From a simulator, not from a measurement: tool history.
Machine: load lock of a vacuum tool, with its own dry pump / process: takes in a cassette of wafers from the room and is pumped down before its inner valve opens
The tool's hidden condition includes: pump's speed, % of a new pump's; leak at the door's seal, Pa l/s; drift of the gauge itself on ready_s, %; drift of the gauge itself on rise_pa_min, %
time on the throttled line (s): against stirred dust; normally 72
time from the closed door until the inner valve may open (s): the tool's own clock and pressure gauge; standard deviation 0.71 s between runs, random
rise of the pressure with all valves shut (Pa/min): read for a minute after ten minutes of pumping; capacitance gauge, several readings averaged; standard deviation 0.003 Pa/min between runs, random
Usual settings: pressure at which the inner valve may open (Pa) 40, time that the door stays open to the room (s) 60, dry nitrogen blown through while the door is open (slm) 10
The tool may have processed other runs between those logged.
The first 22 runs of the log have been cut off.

run    hour  time on the throttled line (s)  pressure at which the inner valve may open (Pa)  time that the door stays open to the room (s)  dry nitrogen blown through while the door is open (slm)  hours that the pump has run since its overhaul  times that the door has closed on its seal  incoming humidity of the room's air, %  time from the closed door until the inner valve may open (s)  rise of the pressure with all valves shut (Pa/min)
 23  2186.6                              50                                               55                                            129                                                       12                                            7123                                         185                                    45.8                                                          87.4                                               0.077
 24  2333.3                              50                                               55                                            129                                                       12                                            7270                                         472                                    38.2                                                          87.5                                               0.066
 25  2426.4                              50                                               55                                            129                                                       12                                            7363                                         654                                    46.7                                                            88                                               0.077
 26  2545.9                              42                                               55                                            129                                                       12                                            7483                                         887                                    47.3                                                            81                                               0.078
 27  2671.5                              42                                               55                                            129                                                       12                                            7608                                        1133                                    46.2                                                          80.8                                               0.071
 28  2732.9                              42                                               55                                            129                                                       12                                            7670                                        1253                                    46.6                                                          80.8                                               0.079
 29  2815.4                              64                                               55                                            129                                                       12                                            7752                                        1414                                    43.3                                                          99.5                                               0.074
 30  2960.8                              72                                               40                                            100                                                       19                                            7898                                        1698                                    46.2                                                         107.4                                               0.056
 31    3108                              51                                               40                                             59                                                       10                                            8045                                        1986                                    45.4                                                          91.8                                               0.054
 32  3243.4                              51                                               40                                             59                                                       10                                            8180                                        2250                                    44.7                                                          90.6                                                0.06
 33  3374.1                             142                                               40                                             47                                                       10                                            8311                                        2505                                    43.3                                                           163                                               0.043
 34  3441.2                              72                                               40                                            103                                                       10                                            8378                                        2637                                    44.8                                                         107.9                                                0.07
 35  3516.1                              83                                               62                                            112                                                       44                                            8453                                        2783                                    42.4                                                         111.8                                               0.034
 36  3618.1                              72                                               40                                            147                                                        5                                            8555                                        2982                                    46.6                                                         106.5                                               0.098
 37  3725.3                              43                                               54                                            196                                                       11                                            8662                                        3192                                    44.8                                                          82.6                                               0.088

Here are 3 independent what-if runs from the current tool condition. What would each one return?
  A  3835                              59                                               54                                             73                                                       40                                            8772                                        3406                                    44.7                                                             ?                                                   ?
  B  3835                             133                                               54                                             55                                                       10                                            8772                                        3406                                    41.4                                                             ?                                                   ?
  C  3835                              72                                               41                                             60                                                       10                                            8772                                        3406                                    42.7                                                             ?                                                   ?

run  time from the closed door until the inner valve may open (s)  rise of the pressure with all valves shut (Pa/min)
  A                                                          97.4                                               0.037
  B                                                         152.4                                               0.048
  C                                                         107.7                                               0.053
The same runs, with their run-to-run variation unchanged, on a tool lacking any hidden condition would have given:
run  time from the closed door until the inner valve may open (s)  rise of the pressure with all valves shut (Pa/min)
  A                                                          97.3                                               0.036
  B                                                         152.4                                               0.048
  C                                                         107.7                                               0.053
